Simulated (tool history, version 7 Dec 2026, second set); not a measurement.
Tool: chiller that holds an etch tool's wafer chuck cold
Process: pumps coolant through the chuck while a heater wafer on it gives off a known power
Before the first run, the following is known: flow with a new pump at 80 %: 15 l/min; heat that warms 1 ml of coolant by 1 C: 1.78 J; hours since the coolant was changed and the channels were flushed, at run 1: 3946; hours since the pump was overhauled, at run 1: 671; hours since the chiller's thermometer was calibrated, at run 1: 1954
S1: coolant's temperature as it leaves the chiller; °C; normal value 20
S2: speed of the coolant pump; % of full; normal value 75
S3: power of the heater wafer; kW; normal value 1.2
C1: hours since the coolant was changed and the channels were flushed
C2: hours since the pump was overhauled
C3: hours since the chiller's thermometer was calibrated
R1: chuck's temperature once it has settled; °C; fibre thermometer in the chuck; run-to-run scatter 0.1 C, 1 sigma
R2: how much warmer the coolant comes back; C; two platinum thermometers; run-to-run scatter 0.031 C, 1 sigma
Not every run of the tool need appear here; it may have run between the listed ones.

run   hour  S1  S2     S3    C1    C2    C3    R1    R2
  1      0  20  75    1.2  3946   671  1954  28.7  2.97
  2   21.7  20  75    1.2  3968   692  1976  28.8  2.93
  3   49.6  20  75    1.2  3996   720  2004  28.9  2.94
  4   70.2  20  75  1.419  4017   741  2024  30.6  3.46
  5  106.2  20  75  1.419  4053   777  2061  30.5  3.43
  6  132.2  20  75  1.419  4079   803  2086  30.4  3.47
  7  160.1  20  75  1.419  4106   831  2114  30.5   3.5
  8  189.2  20  75  1.419  4136   860  2144  30.4  3.52
  9  217.4  20  75  1.419  4164   888  2172  30.5  3.48
 10    245  20  75  1.419  4191   916  2199  30.6  3.46
 11  275.4  20  75  1.419  4222   946  2230  30.5  3.52
     287.5  -- chiller's thermometer calibrated
 12  310.2  20  75  1.419  4256   980    23  30.4  3.49
 13  333.7  12  72    1.2  4279  1003    46    21  3.08

Run 14 has not been measured yet. What should we expect?
 14  351.1  25  85  1.727  4296  1021  64   ?   ?

{"run 14": {"R1": 36.8, "R2": 3.78}}
Had the tool carried no hidden state, the very same run would have given R1 35.4 °C, R2 3.68 C.

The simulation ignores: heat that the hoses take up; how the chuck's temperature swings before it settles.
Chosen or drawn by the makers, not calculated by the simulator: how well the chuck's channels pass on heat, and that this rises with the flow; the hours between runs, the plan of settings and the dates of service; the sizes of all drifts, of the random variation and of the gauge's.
